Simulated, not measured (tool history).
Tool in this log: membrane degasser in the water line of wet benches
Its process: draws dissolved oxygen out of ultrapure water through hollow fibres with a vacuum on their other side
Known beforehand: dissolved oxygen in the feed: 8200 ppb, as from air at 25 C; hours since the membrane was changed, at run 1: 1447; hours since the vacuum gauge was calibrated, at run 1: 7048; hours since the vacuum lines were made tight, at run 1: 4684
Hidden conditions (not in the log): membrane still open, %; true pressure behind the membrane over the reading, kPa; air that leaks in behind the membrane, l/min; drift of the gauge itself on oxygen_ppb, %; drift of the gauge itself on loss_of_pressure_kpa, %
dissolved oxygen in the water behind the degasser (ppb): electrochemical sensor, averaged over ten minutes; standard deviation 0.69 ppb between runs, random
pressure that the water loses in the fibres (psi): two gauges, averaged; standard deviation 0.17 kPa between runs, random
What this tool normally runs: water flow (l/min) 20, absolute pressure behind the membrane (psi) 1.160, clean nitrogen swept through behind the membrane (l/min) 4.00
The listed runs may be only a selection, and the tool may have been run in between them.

run,hour,water flow (l/min),absolute pressure behind the membrane (psi),clean nitrogen swept through behind the membrane (l/min),hours since the membrane was changed,hours since the vacuum gauge was calibrated,hours since the vacuum lines were made tight,dissolved oxygen in the water behind the degasser (ppb),pressure that the water loses in the fibres (psi)
1,0.0,20,1.160,4.00,1447,7048,4684,68.3,4.147
2,71.4,20,1.160,4.00,1519,7119,4755,68.3,4.181
3,182.1,20,1.160,4.00,1630,7230,4866,70.5,4.189
4,280.8,20,1.160,4.00,1728,7329,4965,69.4,4.202
5,357.8,20,1.160,4.00,1805,7406,5042,67.6,4.205
6,434.2,20,1.160,4.00,1882,7482,5118,69.4,4.186
7,566.3,20,1.160,4.00,2014,7614,5250,69.1,4.212
# hour 576.3: vacuum gauge calibrated
8,700.7,20,1.160,2.06,2148,124,5384,129.7,4.184
9,791.3,20,1.160,2.24,2238,215,5475,123.2,4.180
# hour 829.8: seals of the vacuum lines changed
# hour 839.3: vacuum gauge calibrated, once more
10,920.1,20,1.160,2.24,2365,81,90,105.5,4.223
11,1029.5,20,1.160,2.24,2474,190,199,105.8,4.208
12,1146.2,20,1.160,4.00,2591,307,316,63.8,4.229
13,1277.8,20,0.928,4.00,2722,438,448,43.8,4.234
14,1415.8,13,0.928,3.17,2860,576,585,34.2,2.777
15,1557.7,29,0.928,3.17,3002,718,727,85.7,6.190
16,1645.1,27,0.928,3.17,3090,806,815,77.5,5.728
17,1781.0,28,1.160,4.00,3225,942,951,94.3,5.932
18,1897.8,19,2.267,2.23,3342,1059,1068,248.4,4.058
19,1987.3,19,2.267,2.23,3432,1148,1157,252.1,4.016
20,2062.1,20,2.242,4.00,3507,1223,1232,155.8,4.238
21,2181.1,20,2.242,4.00,3626,1342,1351,153.3,4.270
22,2308.4,32,0.877,5.83,3753,1469,1478,57.3,6.837
23,2455.3,16,0.877,6.09,3900,1616,1625,22.6,3.427
24,2561.7,27,0.960,4.00,4006,1722,1731,70.1,5.813
25,2636.0,27,0.960,4.00,4080,1797,1806,68.7,5.767
26,2764.1,27,0.960,4.00,4209,1925,1934,71.4,5.778

Predict each of these 5 candidate next runs independently; none follows another, all start after run 26:
A,2903.7,19,1.878,5.96,4348,2064,2073,?,?
B,2903.7,13,1.317,6.87,4348,2064,2073,?,?
C,2903.7,28,0.760,5.13,4348,2064,2073,?,?
D,2903.7,12,0.744,2.52,4348,2064,2073,?,?
E,2903.7,17,2.258,10.82,4348,2064,2073,?,?

run,dissolved oxygen in the water behind the degasser (ppb),pressure that the water loses in the fibres (psi)
A,83.3,4.100
B,29.7,2.795
C,42.9,6.035
D,26.1,2.560
E,51.7,3.683
The same runs, with their run-to-run variation unchanged, on a tool lacking any hidden condition would have given:
run,dissolved oxygen in the water behind the degasser (ppb),pressure that the water loses in the fibres (psi)
A,80.3,3.935
B,28.3,2.682
C,37.4,5.793
D,23.6,2.455
E,49.8,3.535
